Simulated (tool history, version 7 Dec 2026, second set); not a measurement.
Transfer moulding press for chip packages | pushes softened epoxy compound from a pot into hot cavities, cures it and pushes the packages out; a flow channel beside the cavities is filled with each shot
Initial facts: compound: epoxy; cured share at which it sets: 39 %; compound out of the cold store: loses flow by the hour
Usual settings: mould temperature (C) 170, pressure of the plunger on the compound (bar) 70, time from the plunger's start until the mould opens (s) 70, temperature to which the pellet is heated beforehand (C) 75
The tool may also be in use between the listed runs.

| run | day | mould temperature (C) | pressure of the plunger on the compound (bar) | time from the plunger's start until the mould opens (s) | temperature to which the pellet is heated beforehand (C) | incoming compound's hours out of the cold store | length that the compound runs in the flow channel (mm) | greatest force on the pins that push the packages out (N) |
|---|---|---|---|---|---|---|---|---|
| 1 | 0 | 170 | 70 | 70 | 75 | 45.2 | 410 | 567 |
| 2 | 0.612 | 170 | 70 | 70 | 75 | 32.1 | 430 | 692 |
| 3 | 1.75 | 170 | 76.4 | 70 | 75 | 43.3 | 429 | 783 |
| 4 | 2.367 | 170 | 76.4 | 70 | 75 | 9.6 | 512 | 955 |
|  | 2.992 | cavities cleaned with cleaning compound and waxed |
| 5 | 3.262 | 170 | 76.4 | 70 | 75 | 9 | 508 | 1306 |
| 6 | 3.975 | 170 | 70 | 70 | 75 | 25.5 | 447 | 1175 |
| 7 | 5.258 | 169 | 70 | 70 | 75 | 23.8 | 442 | 1199 |
| 8 | 6.104 | 169 | 70 | 70 | 75 | 45.2 | 396 | 1026 |
|  | 6.354 | cavities cleaned with cleaning compound and waxed |
| 9 | 6.825 | 169 | 70 | 70 | 75 | 35.4 | 416 | 615 |
| 10 | 7.517 | 170 | 70 | 70 | 75 | 24.1 | 438 | 728 |
|  | 8.592 | plunger's sealing rings changed |
| 11 | 8.95 | 170 | 60.2 | 70 | 75 | 38.6 | 430 | 864 |
|  | 9.479 | mould's thermocouples calibrated |
|  | 9.858 | cavities cleaned with cleaning compound and waxed |
| 12 | 10.512 | 170 | 60.2 | 70 | 75 | 42.1 | 420 | 584 |
|  | 11.188 | cavities cleaned with cleaning compound and waxed, once more |
| 13 | 11.729 | 170 | 60.2 | 70 | 75 | 24.8 | 450 | 591 |
| 14 | 12.417 | 170 | 60.2 | 70 | 75 | 45.3 | 409 | 686 |
| 15 | 13.179 | 170 | 60.2 | 70 | 75 | 34 | 427 | 775 |
| 16 | 14.362 | 170 | 60.2 | 70 | 75 | 46.7 | 397 | 869 |
|  | 14.521 | cavities cleaned with cleaning compound and waxed |
| 17 | 15.217 | 170 | 60.2 | 73 | 69 | 38.4 | 410 | 575 |
| 18 | 16.612 | 173 | 69.1 | 74 | 69 | 44.3 | 412 | 641 |
| 19 | 17.688 | 173 | 69.1 | 59 | 69 | 39.5 | 429 | 1104 |
|  | 17.858 | cavities cleaned with cleaning compound and waxed |
| 20 | 18.971 | 173 | 69.1 | 59 | 69 | 9.4 | 498 | 1052 |
| 21 | 19.888 | 166 | 53.1 | 108 | 73 | 22.4 | 408 | 562 |
| 22 | 21.054 | 170 | 62 | 77 | 75 | 34.6 | 413 | 775 |
|  | 21.221 | cavities cleaned with cleaning compound and waxed |
| 23 | 22.225 | 170 | 62 | 77 | 69 | 16.4 | 450 | 615 |
| 24 | 22.808 | 170 | 62 | 77 | 69 | 21 | 425 | 696 |
| 25 | 23.904 | 170 | 62 | 103 | 70 | 22.2 | 428 | 629 |
|  | 24.646 | cavities cleaned with cleaning compound and waxed |
| 26 | 25.267 | 170 | 62 | 101 | 70 | 33.4 | 397 | 418 |
| 27 | 26.429 | 174 | 52.1 | 60 | 75 | 15.1 | 391 | 999 |

Here are 5 independent what-if runs from the current tool condition. What would each one return?
| A | 27.696 | 175 | 52.1 | 108 | 75 | 47.8 | ? | ? |
| B | 27.696 | 174 | 52.1 | 60 | 69 | 38.5 | ? | ? |
| C | 27.696 | 171 | 70 | 89 | 75 | 13.8 | ? | ? |
| D | 27.696 | 174 | 87.3 | 60 | 77 | 32.1 | ? | ? |
| E | 27.696 | 164 | 70 | 53 | 81 | 30.6 | ? | ? |

| run | length that the compound runs in the flow channel (mm) | greatest force on the pins that push the packages out (N) |
|---|---|---|
| A | 322 | 621 |
| B | 336 | 1066 |
| C | 466 | 671 |
| D | 466 | 1016 |
| E | 433 | 2605 |
The same runs, with their run-to-run variation unchanged, on a tool lacking any hidden condition would have given:
| run | length that the compound runs in the flow channel (mm) | greatest force on the pins that push the packages out (N) |
|---|---|---|
| A | 371 | 294 |
| B | 388 | 482 |
| C | 536 | 319 |
| D | 535 | 460 |
| E | 497 | 1197 |
